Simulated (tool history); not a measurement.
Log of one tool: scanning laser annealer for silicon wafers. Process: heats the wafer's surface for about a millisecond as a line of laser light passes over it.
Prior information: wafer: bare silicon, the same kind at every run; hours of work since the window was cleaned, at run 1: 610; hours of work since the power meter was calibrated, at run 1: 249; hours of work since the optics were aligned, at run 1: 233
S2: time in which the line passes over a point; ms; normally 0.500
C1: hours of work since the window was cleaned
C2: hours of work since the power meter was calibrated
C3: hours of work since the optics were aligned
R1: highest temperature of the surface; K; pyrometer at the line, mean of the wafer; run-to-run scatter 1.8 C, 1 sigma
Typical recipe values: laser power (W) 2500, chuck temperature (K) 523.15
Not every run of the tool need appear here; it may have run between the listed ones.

run 1 hour=0.0 | laser_power_(W)=2500 S2=0.500 chuck_temperature_(K)=523.15 | C1=610 C2=249 C3=233 | R1=1292.15
run 2 hour=9.1 | laser_power_(W)=2500 S2=0.500 chuck_temperature_(K)=523.15 | C1=616 C2=255 C3=239 | R1=1296.15
run 3 hour=15.3 | laser_power_(W)=2500 S2=0.500 chuck_temperature_(K)=523.15 | C1=621 C2=259 C3=243 | R1=1297.15
run 4 hour=24.1 | laser_power_(W)=2500 S2=0.500 chuck_temperature_(K)=515.15 | C1=627 C2=265 C3=249 | R1=1288.15
run 5 hour=32.8 | laser_power_(W)=2500 S2=0.500 chuck_temperature_(K)=498.15 | C1=633 C2=271 C3=255 | R1=1269.15
run 6 hour=41.4 | laser_power_(W)=2500 S2=0.500 chuck_temperature_(K)=498.15 | C1=639 C2=277 C3=261 | R1=1269.15
run 7 hour=50.8 | laser_power_(W)=2500 S2=0.500 chuck_temperature_(K)=498.15 | C1=645 C2=284 C3=268 | R1=1270.15
run 8 hour=57.7 | laser_power_(W)=2261 S2=0.500 chuck_temperature_(K)=523.15 | C1=650 C2=288 C3=272 | R1=1216.15
run 9 hour=62.4 | laser_power_(W)=2500 S2=0.500 chuck_temperature_(K)=523.15 | C1=653 C2=291 C3=276 | R1=1294.15
run 10 hour=70.8 | laser_power_(W)=2500 S2=0.500 chuck_temperature_(K)=523.15 | C1=659 C2=297 C3=281 | R1=1297.15
run 11 hour=78.8 | laser_power_(W)=2500 S2=0.500 chuck_temperature_(K)=523.15 | C1=664 C2=303 C3=287 | R1=1294.15
run 12 hour=87.4 | laser_power_(W)=2500 S2=0.500 chuck_temperature_(K)=523.15 | C1=670 C2=309 C3=293 | R1=1294.15
run 13 hour=93.4 | laser_power_(W)=2500 S2=0.500 chuck_temperature_(K)=523.15 | C1=674 C2=313 C3=297 | R1=1292.15
run 14 hour=97.8 | laser_power_(W)=2500 S2=0.500 chuck_temperature_(K)=523.15 | C1=677 C2=316 C3=300 | R1=1293.15
run 15 hour=104.2 | laser_power_(W)=2500 S2=0.500 chuck_temperature_(K)=523.15 | C1=682 C2=320 C3=304 | R1=1294.15
run 16 hour=108.2 | laser_power_(W)=2500 S2=0.500 chuck_temperature_(K)=523.15 | C1=685 C2=323 C3=307 | R1=1295.15
run 17 hour=115.4 | laser_power_(W)=2484 S2=0.556 chuck_temperature_(K)=529.15 | C1=689 C2=328 C3=312 | R1=1331.15
run 18 hour=120.4 | laser_power_(W)=2500 S2=0.500 chuck_temperature_(K)=541.15 | C1=693 C2=331 C3=315 | R1=1315.15

The next listed run, before its measurement:
run 19 hour=126.4 | laser_power_(W)=2500 S2=0.500 chuck_temperature_(K)=541.15 | C1=697 C2=335 C3=320 | R1=?

{"run 19": {"R1": 1308.15}}
Minus the tool's unlogged condition, the same run would have read R1 1329.15 K.
